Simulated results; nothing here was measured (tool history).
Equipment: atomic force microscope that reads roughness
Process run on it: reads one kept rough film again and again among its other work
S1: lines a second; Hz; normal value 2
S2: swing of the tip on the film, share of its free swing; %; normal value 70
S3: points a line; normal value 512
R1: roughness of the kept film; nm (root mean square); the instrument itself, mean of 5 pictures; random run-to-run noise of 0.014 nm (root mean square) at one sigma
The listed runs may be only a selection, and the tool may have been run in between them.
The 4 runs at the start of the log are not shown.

run 5 hour=40.5 | S1=2 S2=70 S3=512 | R1=2.608
run 6 hour=53.1 | S1=2 S2=70 S3=512 | R1=2.493
run 7 hour=58.7 | S1=2 S2=70 S3=423 | R1=2.406
run 8 hour=65.8 | S1=2 S2=70 S3=423 | R1=2.367
run 9 hour=73.9 | S1=2 S2=70 S3=512 | R1=2.318
run 10 hour=84.2 | S1=2 S2=70 S3=512 | R1=2.246
run 11 hour=95.3 | S1=2 S2=70 S3=512 | R1=2.163
run 12 hour=101.6 | S1=2 S2=70 S3=512 | R1=2.096
run 13 hour=109.0 | S1=2 S2=70 S3=512 | R1=2.063
run 14 hour=118.0 | S1=2 S2=70 S3=512 | R1=1.992
run 15 hour=124.6 | S1=2 S2=70 S3=269 | R1=1.909
run 16 hour=134.3 | S1=2 S2=70 S3=605 | R1=1.881
run 17 hour=142.5 | S1=2 S2=70 S3=605 | R1=1.833
-- hour=144.2 height scale calibrated on a step standard
run 18 hour=152.2 | S1=2 S2=70 S3=512 | R1=1.811
-- hour=154.1 new tip fitted
run 19 hour=163.1 | S1=2 S2=82 S3=512 | R1=3.121

Estimate the outcome of run 20 from the log above:
run 20 hour=169.5 | S1=2 S2=82 S3=512 | R1=?

Run 20 yielded R1 3.007 nm (root mean square).
Without the tool's hidden state the same run would have given R1 3.260 nm (root mean square).
